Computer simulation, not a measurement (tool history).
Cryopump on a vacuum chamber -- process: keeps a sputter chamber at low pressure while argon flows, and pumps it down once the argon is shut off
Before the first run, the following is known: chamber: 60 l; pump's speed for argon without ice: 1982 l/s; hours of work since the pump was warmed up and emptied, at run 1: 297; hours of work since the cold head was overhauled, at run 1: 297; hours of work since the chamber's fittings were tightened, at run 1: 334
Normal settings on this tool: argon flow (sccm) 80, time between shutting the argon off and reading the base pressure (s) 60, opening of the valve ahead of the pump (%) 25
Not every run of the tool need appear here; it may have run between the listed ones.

run   hour  argon flow (sccm)  time between shutting the argon off and reading the base pressure (s)  opening of the valve ahead of the pump (%)  hours of work since the pump was warmed up and emptied  hours of work since the cold head was overhauled  hours of work since the chamber's fittings were tightened  pressure while argon flows (Pa)  pressure after the wait (uPa)
  1    0.0                 80                                                                     60                                          25                                                     297                                               297                                                        334                           0.2818                           0.72
  2    6.2                 80                                                                     60                                          25                                                     301                                               301                                                        338                           0.2798                           0.64
  3   16.5                 80                                                                     60                                          25                                                     307                                               307                                                        345                           0.2804                           0.70
  4   30.1                 80                                                                     60                                          25                                                     316                                               316                                                        353                           0.2822                           0.69
  5   40.2                 80                                                                     60                                          25                                                     322                                               322                                                        360                           0.2816                           0.68
  6   49.7                 80                                                                     60                                          25                                                     328                                               328                                                        366                           0.2805                           0.67
  7   60.6                100                                                                     60                                          25                                                     335                                               335                                                        372                           0.3529                           0.73
  8   68.3                 80                                                                     60                                          24                                                     340                                               340                                                        377                           0.2911                           0.76
  9   77.3                 80                                                                     60                                          32                                                     345                                               345                                                        383                           0.2211                           0.77
 10   90.8                 80                                                                     60                                          25                                                     354                                               354                                                        391                           0.2814                           0.69
 11  103.8                 80                                                                     60                                          25                                                     362                                               362                                                        400                           0.2795                           0.71
 12  114.8                 80                                                                     60                                          25                                                     369                                               369                                                        406                           0.2825                           0.72
 13  130.0                 80                                                                     60                                          25                                                     378                                               378                                                        416                           0.2823                           0.70
 14  137.7                 80                                                                     60                                          25                                                     383                                               383                                                        421                           0.2831                           0.73
 15  147.8                 80                                                                     60                                          25                                                     390                                               390                                                        427                           0.2837                           0.78
 16  154.2                 80                                                                     60                                          30                                                     394                                               394                                                        431                           0.2384                           0.74
 17  169.6                124                                                                     60                                          25                                                     403                                               403                                                        441                           0.4404                           0.76
 18  178.1                 80                                                                     60                                          21                                                     408                                               408                                                        446                           0.3343                           0.74
 19  184.4                 80                                                                     60                                          21                                                     412                                               412                                                        450                           0.3337                           0.78
 20  192.8                 99                                                                    216                                          25                                                     418                                               418                                                        455                           0.3473                           0.51
 21  202.9                 36                                                                     65                                          25                                                     424                                               424                                                        462                           0.1289                           0.72
 22  218.4                 36                                                                     65                                          25                                                     434                                               434                                                        471                           0.1295                           0.71
 23  226.7                 36                                                                     65                                          25                                                     439                                               439                                                        476                           0.1282                           0.72
 24  237.4                 36                                                                     65                                          25                                                     446                                               446                                                        483                           0.1280                           0.76
 25  251.9                 36                                                                    265                                          23                                                     455                                               455                                                        492                           0.1383                           0.44
 26  267.4                 36                                                                    265                                          23                                                     464                                               464                                                        502                           0.1389                           0.46
 27  275.3                 36                                                                    265                                          23                                                     469                                               469                                                        507                           0.1388                           0.48
 28  283.6                 91                                                                    265                                          24                                                     475                                               475                                                        512                           0.3388                           0.47
 29  292.1                159                                                                     25                                          22                                                     480                                               480                                                        517                           0.6438                           1.31
 30  300.6                159                                                                    264                                          45                                                     485                                               485                                                        523                           0.3267                           0.48
 31  315.4                159                                                                     77                                          23                                                     494                                               494                                                        532                           0.6143                           0.73
 32  326.1                159                                                                     77                                          23                                                     501                                               501                                                        539                           0.6142                           0.70
 33  334.8                159                                                                    113                                          34                                                     507                                               507                                                        544                           0.4258                           0.64
 34  347.5                 65                                                                     95                                          49                                                     515                                               515                                                        552                           0.1230                           0.63

Predict each of these 4 candidate next runs independently; none follows another, all start after run 34:
  A  353.7                 82                                                                     60                                          17                                                     518                                               518                                                        556                                ?                              ?
  B  353.7                 49                                                                     50                                          23                                                     518                                               518                                                        556                                ?                              ?
  C  353.7                123                                                                     91                                          20                                                     518                                               518                                                        556                                ?                              ?
  D  353.7                 65                                                                     95                                          40                                                     518                                               518                                                        556                                ?                              ?

run  pressure while argon flows (Pa)  pressure after the wait (uPa)
  A                           0.4247                           0.78
  B                           0.1901                           0.82
  C                           0.5403                           0.66
  D                           0.1497                           0.67
Had the tool no hidden state, the same runs would have come out as:
run  pressure while argon flows (Pa)  pressure after the wait (uPa)
  A                           0.4111                           0.53
  B                           0.1820                           0.57
  C                           0.5200                           0.41
  D                           0.1388                           0.42
